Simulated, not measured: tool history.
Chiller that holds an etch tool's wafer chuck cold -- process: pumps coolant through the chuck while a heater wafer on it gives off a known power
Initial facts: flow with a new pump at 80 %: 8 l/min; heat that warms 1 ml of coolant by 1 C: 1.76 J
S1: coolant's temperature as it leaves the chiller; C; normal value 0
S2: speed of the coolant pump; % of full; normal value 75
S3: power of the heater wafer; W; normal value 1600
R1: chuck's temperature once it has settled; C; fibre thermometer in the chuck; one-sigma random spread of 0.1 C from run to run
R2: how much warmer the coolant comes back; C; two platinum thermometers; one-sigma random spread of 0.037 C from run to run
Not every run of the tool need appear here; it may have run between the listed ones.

run    hour  S1  S2    S3    R1    R2
  1       0   0  75  1600  15.4  7.32
  2    62.8   0  75  1600  15.4  7.28
  3   111.1   0  75  1600  15.5  7.24
  4   170.7   0  75  1600  15.3   7.3
  5   226.2   0  75  1600  15.6  7.28
  6   292.6   0  75  1600  15.2  7.27
  7   342.1   0  75  1600  15.4  7.27
  8     424   0  75  1600  15.6  7.22
  9   500.8   0  75  1445  13.9  6.58
 10   570.2   6  75  1600  21.4  7.22
 11   633.9   6  75  1600  21.4  7.28
 12   731.4   0  75  1600  15.3  7.27
 13   774.7   0  73  1600  15.7  7.51
 14   846.2   0  73  1600  15.9  7.46
 15     932   9  75  1600  24.5  7.31
 16  1001.1   9  75  1600  24.5  7.33
 17  1052.9   0  75  1600  15.6  7.24
 18  1136.9   0  75  1600  15.5  7.31
 19  1182.7  10  65   930  19.8  4.87
 20  1258.7  10  68   930  19.4  4.66
 21  1334.2  10  68   930  19.5  4.65
 22  1405.1  10  68  1366  24.1  6.78
 23  1494.7  -7  81  1418   5.8  5.91
 24  1580.7   6  86  1418  18.4  5.71
 25  1630.7   6  86  1418  18.5  5.56
 26  1676.7   6  86  1418  18.3  5.66
 27  1771.6   6  92   942    14  3.47
 28  1832.7  -7  73  1085   3.5   5.1
 29  1914.6  -7  73  1085   3.6  5.06
 30  1977.2  -7  73  1085   3.6  5.12
 31  2051.4  -7  73  1085   3.6  5.02
 32  2091.5  -7  73  1085   3.7  5.04
 33  2157.3  -7  73  1085   3.5  5.09

Removed from this log: 2 entries logged between the listed runs. Between which two listed runs does each belong, and how does the tool's hidden state at the listed run before it compare with that at the listed run after it?
Run 23 -> run 24: coolant changed, channels flushed (hour 1548.5)
  heat passed by the chuck's channels, % of clean ones': 99.8 -> 100
Run 29 -> run 30: chiller's thermometer calibrated (hour 1962)
  both runs share identical hidden conditions
